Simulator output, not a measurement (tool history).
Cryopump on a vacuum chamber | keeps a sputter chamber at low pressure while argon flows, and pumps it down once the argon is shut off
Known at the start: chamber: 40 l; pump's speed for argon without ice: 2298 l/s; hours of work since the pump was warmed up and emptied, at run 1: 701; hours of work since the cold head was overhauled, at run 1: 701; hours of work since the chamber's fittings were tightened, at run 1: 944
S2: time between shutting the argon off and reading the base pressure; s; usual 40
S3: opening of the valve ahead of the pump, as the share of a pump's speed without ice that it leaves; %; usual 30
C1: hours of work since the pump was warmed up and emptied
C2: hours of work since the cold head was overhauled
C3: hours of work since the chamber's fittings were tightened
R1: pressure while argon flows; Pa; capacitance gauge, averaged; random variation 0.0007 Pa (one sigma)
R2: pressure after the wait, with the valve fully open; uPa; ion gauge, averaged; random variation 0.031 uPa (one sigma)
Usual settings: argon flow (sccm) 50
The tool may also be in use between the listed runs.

Run 1, hour 0.0: usual settings; C1 701; C2 701; C3 944. Result: R1 0.1296 Pa, R2 2.57 uPa.
At hour 13.8: pump warmed up, emptied and cooled again.
Run 2, hour 58.3: usual settings but S3 38 %; C1 28; C2 735; C3 978. Result: R1 0.0976 Pa, R2 2.41 uPa.
Run 3, hour 110.8: usual settings but argon flow (sccm) 22, S3 38 %; C1 62; C2 769; C3 1012. Result: R1 0.0436 Pa, R2 2.49 uPa.
Run 4, hour 140.6: usual settings but argon flow (sccm) 22, S3 38 %; C1 81; C2 788; C3 1031. Result: R1 0.0431 Pa, R2 2.55 uPa.
Run 5, hour 185.1: usual settings but S3 16 %; C1 110; C2 816; C3 1060. Result: R1 0.2309 Pa, R2 2.55 uPa.
Run 6, hour 226.8: usual settings but S3 16 %; C1 136; C2 843; C3 1086. Result: R1 0.2332 Pa, R2 2.53 uPa.
Run 7, hour 279.6: usual settings but S3 16 %; C1 170; C2 877; C3 1120. Result: R1 0.2302 Pa, R2 2.58 uPa.
Run 8, hour 302.8: usual settings but S3 16 %; C1 185; C2 892; C3 1135. Result: R1 0.2321 Pa, R2 2.64 uPa.
Run 9, hour 356.3: usual settings but S3 16 %; C1 219; C2 926; C3 1169. Result: R1 0.2322 Pa, R2 2.67 uPa.
Run 10, hour 412.8: usual settings but S3 47 %; C1 255; C2 962; C3 1205. Result: R1 0.0815 Pa, R2 2.68 uPa.
At hour 424.9: leaking fittings of the chamber tightened, without venting.
Run 11, hour 469.3: usual settings but S2 61 s; C1 290; C2 997; C3 28. Result: R1 0.1274 Pa, R2 1.10 uPa.
Run 12, hour 511.8: usual settings but S2 61 s; C1 318; C2 1024; C3 56. Result: R1 0.1268 Pa, R2 1.14 uPa.
Run 13, hour 562.5: usual settings but S2 42 s; C1 350; C2 1057; C3 88. Result: R1 0.1284 Pa, R2 1.58 uPa.
Run 14, hour 593.1: usual settings; C1 370; C2 1076; C3 108. Result: R1 0.1273 Pa, R2 1.68 uPa.
Run 15, hour 642.3: usual settings; C1 401; C2 1108; C3 139. Result: R1 0.1286 Pa, R2 1.68 uPa.
Run 16, hour 683.9: usual settings but S2 56 s; C1 428; C2 1135; C3 166. Result: R1 0.1274 Pa, R2 1.36 uPa.
Run 17, hour 719.3: usual settings but argon flow (sccm) 26; C1 450; C2 1157; C3 189. Result: R1 0.0665 Pa, R2 1.79 uPa.
Run 18, hour 753.4: usual settings but argon flow (sccm) 37, S2 38 s, S3 17 %; C1 472; C2 1179; C3 210. Result: R1 0.1645 Pa, R2 1.84 uPa.
Run 19, hour 780.0: usual settings but argon flow (sccm) 37, S2 38 s, S3 17 %; C1 489; C2 1196; C3 227. Result: R1 0.1653 Pa, R2 1.95 uPa.
Run 20, hour 817.9: usual settings but argon flow (sccm) 84, S2 26 s, S3 42 %; C1 514; C2 1220; C3 252. Result: R1 0.1587 Pa, R2 2.65 uPa.
Run 21, hour 858.5: usual settings but argon flow (sccm) 84, S2 26 s, S3 42 %; C1 540; C2 1246; C3 278. Result: R1 0.1596 Pa, R2 2.64 uPa.
Run 22, hour 887.1: usual settings but argon flow (sccm) 84, S2 26 s, S3 42 %; C1 558; C2 1265; C3 296. Result: R1 0.1609 Pa, R2 2.71 uPa.
Run 23, hour 942.3: usual settings but argon flow (sccm) 84, S2 26 s, S3 42 %; C1 593; C2 1300; C3 331. Result: R1 0.1603 Pa, R2 2.72 uPa.
Run 24, hour 989.0: usual settings but argon flow (sccm) 29, S2 82 s, S3 42 %; C1 623; C2 1330; C3 361. Result: R1 0.0553 Pa, R2 1.20 uPa.
Run 25, hour 1019.1: usual settings but argon flow (sccm) 67, S2 262 s, S3 50 %; C1 642; C2 1349; C3 380. Result: R1 0.1101 Pa, R2 0.75 uPa.
Run 26, hour 1064.5: usual settings but argon flow (sccm) 23, S2 146 s; C1 671; C2 1378; C3 410. Result: R1 0.0612 Pa, R2 0.96 uPa.
Run 27, hour 1095.3: usual settings but argon flow (sccm) 23, S2 146 s; C1 691; C2 1398; C3 429. Result: R1 0.0605 Pa, R2 1.00 uPa.
At hour 1124.8: pump warmed up, emptied and cooled again.
Run 28, hour 1147.0: usual settings but argon flow (sccm) 23, S2 146 s; C1 14; C2 1428; C3 459. Result: R1 0.0575 Pa, R2 0.91 uPa.
Run 29, hour 1171.6: usual settings but argon flow (sccm) 23, S2 20 s; C1 30; C2 1444; C3 475. Result: R1 0.0574 Pa, R2 3.40 uPa.
Run 30, hour 1204.8: usual settings but argon flow (sccm) 23, S2 20 s; C1 51; C2 1465; C3 496. Result: R1 0.0562 Pa, R2 3.42 uPa.
Run 31, hour 1244.9: usual settings but S2 26 s, S3 25 %; C1 77; C2 1491; C3 522. Result: R1 0.1496 Pa, R2 2.76 uPa.
Run 32, hour 1280.5: usual settings but argon flow (sccm) 37, S2 42 s, S3 25 %; C1 100; C2 1513; C3 545. Result: R1 0.1099 Pa, R2 1.93 uPa.
Run 33, hour 1316.4: usual settings but argon flow (sccm) 37, S2 42 s, S3 25 %; C1 123; C2 1536; C3 568. Result: R1 0.1094 Pa, R2 2.05 uPa.

5 ways to go on from here, each from the tool as it stands after run 33. What would each give?
Run A, hour 1368.0: usual settings but argon flow (sccm) 24, S2 51 s, S3 47 %; C1 156; C2 1569; C3 601. Result: R1 ?, R2 ?.
Run B, hour 1368.0: usual settings but S2 231 s; C1 156; C2 1569; C3 601. Result: R1 ?, R2 ?.
Run C, hour 1368.0: usual settings but argon flow (sccm) 39, S2 20 s, S3 59 %; C1 156; C2 1569; C3 601. Result: R1 ?, R2 ?.
Run D, hour 1368.0: usual settings but S3 29 %; C1 156; C2 1569; C3 601. Result: R1 ?, R2 ?.
Run E, hour 1368.0: usual settings but argon flow (sccm) 21, S3 16 %; C1 156; C2 1569; C3 601. Result: R1 ?, R2 ?.

run      R1    R2
  A  0.0393  1.76
  B  0.1244  0.93
  C  0.0496  3.51
  D  0.1287  2.06
  E  0.0979  2.12
Without the tool's hidden state the same runs would have given:
run      R1    R2
  A  0.0382  1.25
  B  0.1223  0.41
  C  0.0479  3.00
  D  0.1266  1.54
  E  0.0970  1.60

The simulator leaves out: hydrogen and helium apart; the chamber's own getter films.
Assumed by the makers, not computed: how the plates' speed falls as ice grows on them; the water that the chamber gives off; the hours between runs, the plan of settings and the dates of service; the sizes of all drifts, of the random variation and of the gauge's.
